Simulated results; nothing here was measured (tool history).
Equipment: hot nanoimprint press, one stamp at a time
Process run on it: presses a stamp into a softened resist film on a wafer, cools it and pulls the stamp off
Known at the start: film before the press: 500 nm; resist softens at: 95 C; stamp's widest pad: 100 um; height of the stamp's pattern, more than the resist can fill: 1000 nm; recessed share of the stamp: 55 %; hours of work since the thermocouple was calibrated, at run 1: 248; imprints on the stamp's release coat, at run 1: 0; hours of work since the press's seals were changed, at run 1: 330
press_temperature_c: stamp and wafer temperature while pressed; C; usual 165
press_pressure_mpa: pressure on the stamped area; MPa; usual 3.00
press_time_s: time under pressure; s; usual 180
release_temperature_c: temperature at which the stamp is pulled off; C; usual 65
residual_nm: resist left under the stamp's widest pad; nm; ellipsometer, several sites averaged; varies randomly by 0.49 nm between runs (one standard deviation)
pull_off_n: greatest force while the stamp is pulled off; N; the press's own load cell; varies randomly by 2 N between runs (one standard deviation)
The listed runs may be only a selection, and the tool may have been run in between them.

run	hour	press_temperature_c	press_pressure_mpa	press_time_s	release_temperature_c	hours of work since the thermocouple was calibrated	imprints on the stamp's release coat	hours of work since the press's seals were changed	residual_nm	pull_off_n
1	0.0	165	3.00	180	65	248	0	330	188.4	208
2	34.5	165	3.00	180	65	273	91	355	188.1	210
3	73.7	174	3.00	180	65	301	194	383	142.6	210
4	125.0	174	3.00	180	65	338	330	420	142.2	216
5	156.2	165	3.00	180	65	361	412	442	185.7	213
6	189.0	165	3.00	180	65	384	499	466	185.3	219
# hour 211.4: plate thermocouple calibrated
7	247.7	165	3.00	180	65	26	645	506	178.8	212
8	285.9	165	3.00	180	65	54	746	534	179.0	215
9	313.3	165	3.00	180	65	73	819	553	178.3	217
10	367.6	165	3.00	180	65	113	962	593	176.8	218
11	399.4	165	3.00	180	65	136	1046	615	177.0	224
# hour 417.9: plate thermocouple calibrated, once more
12	430.4	165	3.00	180	65	9	1120	636	196.6	239
13	462.7	165	3.00	180	65	32	1205	659	196.8	239
14	513.8	165	3.00	180	65	69	1339	696	195.1	243
15	539.3	165	3.00	180	65	88	1407	714	195.2	241
16	572.9	158	2.97	180	65	112	1495	738	243.2	234
# hour 610.4: press's hydraulic seals changed and the load cell set to zero
17	614.4	158	2.97	180	65	136	1584	3	238.6	246
18	655.0	158	2.97	106	52	165	1691	32	283.6	300
19	701.6	158	2.97	106	52	199	1814	66	284.9	305
20	728.4	158	2.97	203	52	218	1884	85	226.8	308
# hour 745.8: stamp cleaned and given a new release coat
21	796.1	158	2.97	203	52	263	133	130	224.8	257
22	828.8	163	4.63	288	57	286	219	153	131.5	243
23	880.4	163	4.63	288	57	323	355	190	130.8	245
24	912.0	163	4.63	288	56	346	439	213	130.3	250
25	972.9	175	2.06	288	71	390	599	257	139.0	196
# hour 986.8: plate thermocouple calibrated
26	1001.2	165	2.92	94	60	10	666	275	249.4	244
27	1032.0	165	4.40	180	65	33	747	297	159.5	232
28	1079.2	165	3.00	180	72	67	872	331	193.1	200
29	1108.0	172	1.97	223	65	87	948	352	178.8	231

Hidden condition of the tool, last listed run before each entry between runs versus first listed run after:
In the gap between runs 6 and 7: plate thermocouple calibrated (hour 211.4)
  true temperature over the reading, C: 1.87 -> 2.99; pressure that arrives at the usual setting, %: 98.51 -> 98.37; grip of the stamp's worn release coat, % over a new coat's: 5 -> 6.4
  measured result minus the result with no hidden state, residual_nm: -9.5 -> -15.6 nm; pull_off_n: +4 -> +3 N
In the gap between runs 11 and 12: plate thermocouple calibrated, once more (hour 417.9)
  true temperature over the reading, C: 3.5 -> 0.03; pressure that arrives at the usual setting, %: 97.99 -> 97.92; grip of the stamp's worn release coat, % over a new coat's: 10.4 -> 11.2
  measured result minus the result with no hidden state, residual_nm: -18.2 -> +1.9 nm; pull_off_n: +9 -> +24 N
In the gap between runs 16 and 17: press's hydraulic seals changed and the load cell set to zero (hour 610.4)
  true temperature over the reading, C: 0.52 -> 0.64; pressure that arrives at the usual setting, %: 97.57 -> 100.09; grip of the stamp's worn release coat, % over a new coat's: 15 -> 15.9
  measured result minus the result with no hidden state, residual_nm: -1.3 -> -5.1 nm; pull_off_n: +29 -> +32 N
In the gap between runs 20 and 21: stamp cleaned and given a new release coat (hour 745.8)
  true temperature over the reading, C: 1.03 -> 1.26; pressure that arrives at the usual setting, %: 99.82 -> 99.67; grip of the stamp's worn release coat, % over a new coat's: 19 -> 1.3
  measured result minus the result with no hidden state, residual_nm: -7.6 -> -9.1 nm; pull_off_n: +45 -> -1 N
In the gap between runs 25 and 26: plate thermocouple calibrated (hour 986.8)
  true temperature over the reading, C: 1.89 -> 0.13; pressure that arrives at the usual setting, %: 99.27 -> 99.21; grip of the stamp's worn release coat, % over a new coat's: 6 -> 6.6
  measured result minus the result with no hidden state, residual_nm: -7.2 -> -0.1 nm; pull_off_n: +5 -> +14 N
